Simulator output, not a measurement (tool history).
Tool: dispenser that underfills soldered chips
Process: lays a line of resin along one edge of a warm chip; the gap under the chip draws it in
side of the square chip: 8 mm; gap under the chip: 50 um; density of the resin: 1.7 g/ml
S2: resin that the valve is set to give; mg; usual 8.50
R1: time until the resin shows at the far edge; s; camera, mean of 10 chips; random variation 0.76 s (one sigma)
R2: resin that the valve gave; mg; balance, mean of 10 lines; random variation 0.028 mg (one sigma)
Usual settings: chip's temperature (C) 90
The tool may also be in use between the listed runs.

Run 1, hour 0.0: usual settings. Result: R1 75.4 s, R2 8.19 mg.
Run 2, hour 4.2: usual settings. Result: R1 89.9 s, R2 8.19 mg.
Run 3, hour 9.7: usual settings but chip's temperature (C) 77. Result: R1 185.6 s, R2 8.09 mg.
Run 4, hour 18.9: usual settings but chip's temperature (C) 77. Result: R1 151.9 s, R2 8.48 mg.
Run 5, hour 27.4: usual settings but S2 9.22 mg. Result: R1 69.0 s, R2 9.12 mg.
Run 6, hour 36.2: usual settings but S2 9.22 mg. Result: R1 99.6 s, R2 9.16 mg.
Run 7, hour 43.9: usual settings but S2 9.22 mg. Result: R1 76.9 s, R2 9.07 mg.
Run 8, hour 52.0: usual settings. Result: R1 109.5 s, R2 8.32 mg.
Run 9, hour 58.8: usual settings but S2 8.30 mg. Result: R1 83.0 s, R2 8.08 mg.
Run 10, hour 65.7: usual settings but S2 8.30 mg. Result: R1 109.8 s, R2 8.02 mg.
Run 11, hour 72.9: usual settings but chip's temperature (C) 99, S2 8.30 mg. Result: R1 58.1 s, R2 8.05 mg.
Run 12, hour 82.2: usual settings but chip's temperature (C) 99, S2 8.30 mg. Result: R1 87.0 s, R2 7.97 mg.
Run 13, hour 88.2: usual settings. Result: R1 85.2 s, R2 8.22 mg.
Run 14, hour 97.4: usual settings. Result: R1 121.4 s, R2 8.48 mg.
Run 15, hour 104.1: usual settings but S2 7.88 mg. Result: R1 91.0 s, R2 7.86 mg.
Run 16, hour 114.3: usual settings but S2 7.74 mg. Result: R1 77.8 s, R2 7.60 mg.
Run 17, hour 123.1: usual settings but S2 9.74 mg. Result: R1 108.8 s, R2 9.60 mg.
Run 18, hour 132.1: usual settings but S2 9.74 mg. Result: R1 88.4 s, R2 9.56 mg.
Run 19, hour 139.7: usual settings but S2 9.74 mg. Result: R1 124.8 s, R2 9.50 mg.
Run 20, hour 146.2: usual settings but chip's temperature (C) 78, S2 8.74 mg. Result: R1 143.5 s, R2 8.47 mg.
Run 21, hour 150.6: usual settings but chip's temperature (C) 78, S2 8.74 mg. Result: R1 169.8 s, R2 8.47 mg.
Run 22, hour 155.3: usual settings but chip's temperature (C) 84. Result: R1 90.6 s, R2 8.21 mg.
Run 23, hour 161.0: usual settings but chip's temperature (C) 84, S2 10.91 mg. Result: R1 110.6 s, R2 10.51 mg.
Run 24, hour 172.0: usual settings but chip's temperature (C) 79, S2 7.75 mg. Result: R1 120.4 s, R2 7.74 mg.
Run 25, hour 180.3: usual settings but chip's temperature (C) 95, S2 9.36 mg. Result: R1 90.4 s, R2 9.26 mg.
Run 26, hour 185.8: usual settings but chip's temperature (C) 95, S2 9.36 mg. Result: R1 62.1 s, R2 9.25 mg.
Run 27, hour 192.9: usual settings but chip's temperature (C) 95, S2 9.97 mg. Result: R1 83.1 s, R2 9.83 mg.
Run 28, hour 197.5: usual settings but chip's temperature (C) 83, S2 10.48 mg. Result: R1 157.0 s, R2 10.25 mg.
Run 29, hour 207.6: usual settings but chip's temperature (C) 101, S2 8.21 mg. Result: R1 70.4 s, R2 8.02 mg.
Run 30, hour 212.2: usual settings but chip's temperature (C) 101, S2 8.21 mg. Result: R1 49.4 s, R2 7.99 mg.
Run 31, hour 217.3: usual settings but chip's temperature (C) 94, S2 7.27 mg. Result: R1 79.7 s, R2 7.02 mg.
Run 32, hour 221.8: usual settings but chip's temperature (C) 92, S2 8.45 mg. Result: R1 99.5 s, R2 8.18 mg.
Run 33, hour 228.1: usual settings but chip's temperature (C) 89, S2 10.17 mg. Result: R1 81.7 s, R2 9.72 mg.
Run 34, hour 234.7: usual settings but chip's temperature (C) 89, S2 10.17 mg. Result: R1 106.2 s, R2 9.73 mg.
Run 35, hour 245.8: usual settings but chip's temperature (C) 89, S2 10.17 mg. Result: R1 90.3 s, R2 10.11 mg.

Not shown: 21 entries that the log had between the listed runs. Between which runs, and how does the tool's hidden state differ before and after?
Between runs 3 and 4: new syringe of resin (hour 11.9); dispensing valve cleaned and set on the balance (hour 17.5)
  resin's viscosity, % of fresh resin's: 158.9 -> 125; dose that the valve gives, % of what is set: 95.77 -> 99.78; true chip temperature over the reading, C: -0.26 -> -0.29
  measured less the result without the state, R1: +71.1 -> +31.9 s; R2: -0.36 -> -0.02 mg
Between runs 4 and 5: new syringe of resin (hour 27.2)
  resin's viscosity, % of fresh resin's: 125 -> 100.4; dose that the valve gives, % of what is set: 99.78 -> 99.29; true chip temperature over the reading, C: -0.29 -> -0.31
  measured less the result without the state, R1: +31.9 -> +1.1 s; R2: -0.02 -> -0.07 mg
Between runs 6 and 7: new syringe of resin (hour 41.3)
  resin's viscosity, % of fresh resin's: 143.9 -> 110.7; dose that the valve gives, % of what is set: 98.76 -> 98.31; true chip temperature over the reading, C: -0.34 -> -0.37
  measured less the result without the state, R1: +31.4 -> +8.5 s; R2: -0.12 -> -0.16 mg
Between runs 8 and 9: new syringe of resin (hour 55.4)
  resin's viscosity, % of fresh resin's: 154.5 -> 116; dose that the valve gives, % of what is set: 97.8 -> 97.43; true chip temperature over the reading, C: -0.4 -> -0.42
  measured less the result without the state, R1: +39.6 -> +12.8 s; R2: -0.19 -> -0.21 mg
Between runs 10 and 11: new syringe of resin (hour 69.3)
  resin's viscosity, % of fresh resin's: 153.9 -> 114.2; dose that the valve gives, % of what is set: 97.02 -> 96.64; true chip temperature over the reading, C: -0.44 -> -0.47
  measured less the result without the state, R1: +39.9 -> +8.3 s; R2: -0.25 -> -0.28 mg
Between runs 12 and 13: new syringe of resin (hour 83.4)
  resin's viscosity, % of fresh resin's: 167.5 -> 119.7; dose that the valve gives, % of what is set: 96.06 -> 95.7; true chip temperature over the reading, C: -0.5 -> -0.52
  measured less the result without the state, R1: +36.3 -> +15.8 s; R2: -0.33 -> -0.37 mg
Between runs 13 and 14: dispensing valve cleaned and set on the balance (hour 91.2)
  resin's viscosity, % of fresh resin's: 119.7 -> 167.4; dose that the valve gives, % of what is set: 95.7 -> 99.92; true chip temperature over the reading, C: -0.52 -> -0.55
  measured less the result without the state, R1: +15.8 -> +50.2 s; R2: -0.37 -> -0.01 mg
Between runs 14 and 15: new syringe of resin (hour 98.5)
  resin's viscosity, % of fresh resin's: 167.4 -> 125.4; dose that the valve gives, % of what is set: 99.92 -> 99.57; true chip temperature over the reading, C: -0.55 -> -0.57
  measured less the result without the state, R1: +50.2 -> +20.0 s; R2: -0.01 -> -0.04 mg
Between runs 15 and 16: new syringe of resin (hour 112.4)
  resin's viscosity, % of fresh resin's: 125.4 -> 107.8; dose that the valve gives, % of what is set: 99.57 -> 98.99; true chip temperature over the reading, C: -0.57 -> -0.61
  measured less the result without the state, R1: +20.0 -> +7.4 s; R2: -0.04 -> -0.08 mg
Between runs 17 and 18: new syringe of resin (hour 126.8)
  resin's viscosity, % of fresh resin's: 154.6 -> 125.3; dose that the valve gives, % of what is set: 98.52 -> 98.02; true chip temperature over the reading, C: -0.64 -> -0.67
  measured less the result without the state, R1: +40.2 -> +19.7 s; R2: -0.14 -> -0.20 mg
Between runs 19 and 20: new syringe of resin (hour 140.8)
  resin's viscosity, % of fresh resin's: 170.8 -> 124.6; dose that the valve gives, % of what is set: 97.56 -> 97.19; true chip temperature over the reading, C: -0.7 -> -0.72
  measured less the result without the state, R1: +53.7 -> +32.0 s; R2: -0.24 -> -0.25 mg
Between runs 21 and 22: new syringe of resin (hour 155.1)
  resin's viscosity, % of fresh resin's: 149.4 -> 100; dose that the valve gives, % of what is set: 96.93 -> 96.7; true chip temperature over the reading, C: -0.73 -> -0.75
  measured less the result without the state, R1: +59.8 -> +3.0 s; R2: -0.27 -> -0.28 mg
Between runs 23 and 24: dispensing valve cleaned and set on the balance (hour 164.8); new syringe of resin (hour 170.6)
  resin's viscosity, % of fresh resin's: 126.3 -> 108.1; dose that the valve gives, % of what is set: 96.38 -> 99.47; true chip temperature over the reading, C: -0.77 -> -0.8
  measured less the result without the state, R1: +25.8 -> +12.7 s; R2: -0.40 -> -0.04 mg
Between runs 25 and 26: new syringe of resin (hour 184.5)
  resin's viscosity, % of fresh resin's: 151.7 -> 105.3; dose that the valve gives, % of what is set: 98.97 -> 98.65; true chip temperature over the reading, C: -0.83 -> -0.85
  measured less the result without the state, R1: +32.6 -> +5.0 s; R2: -0.10 -> -0.12 mg
Between runs 28 and 29: new syringe of resin (hour 198.6)
  resin's viscosity, % of fresh resin's: 170.1 -> 146; dose that the valve gives, % of what is set: 97.94 -> 97.31; true chip temperature over the reading, C: -0.9 -> -0.93
  measured less the result without the state, R1: +68.1 -> +23.9 s; R2: -0.21 -> -0.23 mg
Between runs 29 and 30: new syringe of resin (hour 212.2)
  resin's viscosity, % of fresh resin's: 146 -> 99.6; dose that the valve gives, % of what is set: 97.31 -> 97.05; true chip temperature over the reading, C: -0.93 -> -0.95
  measured less the result without the state, R1: +23.9 -> +1.7 s; R2: -0.23 -> -0.24 mg
Between runs 32 and 33: new syringe of resin (hour 226.0)
  resin's viscosity, % of fresh resin's: 147.6 -> 110.3; dose that the valve gives, % of what is set: 96.44 -> 96.08; true chip temperature over the reading, C: -0.98 -> -1
  measured less the result without the state, R1: +34.8 -> +10.6 s; R2: -0.30 -> -0.40 mg
Between runs 34 and 35: dispensing valve cleaned and set on the balance (hour 238.2); new syringe of resin (hour 240.7)
  resin's viscosity, % of fresh resin's: 144.7 -> 121.9; dose that the valve gives, % of what is set: 95.68 -> 99.23; true chip temperature over the reading, C: -1.02 -> -1.06
  measured less the result without the state, R1: +35.8 -> +19.2 s; R2: -0.44 -> -0.08 mg
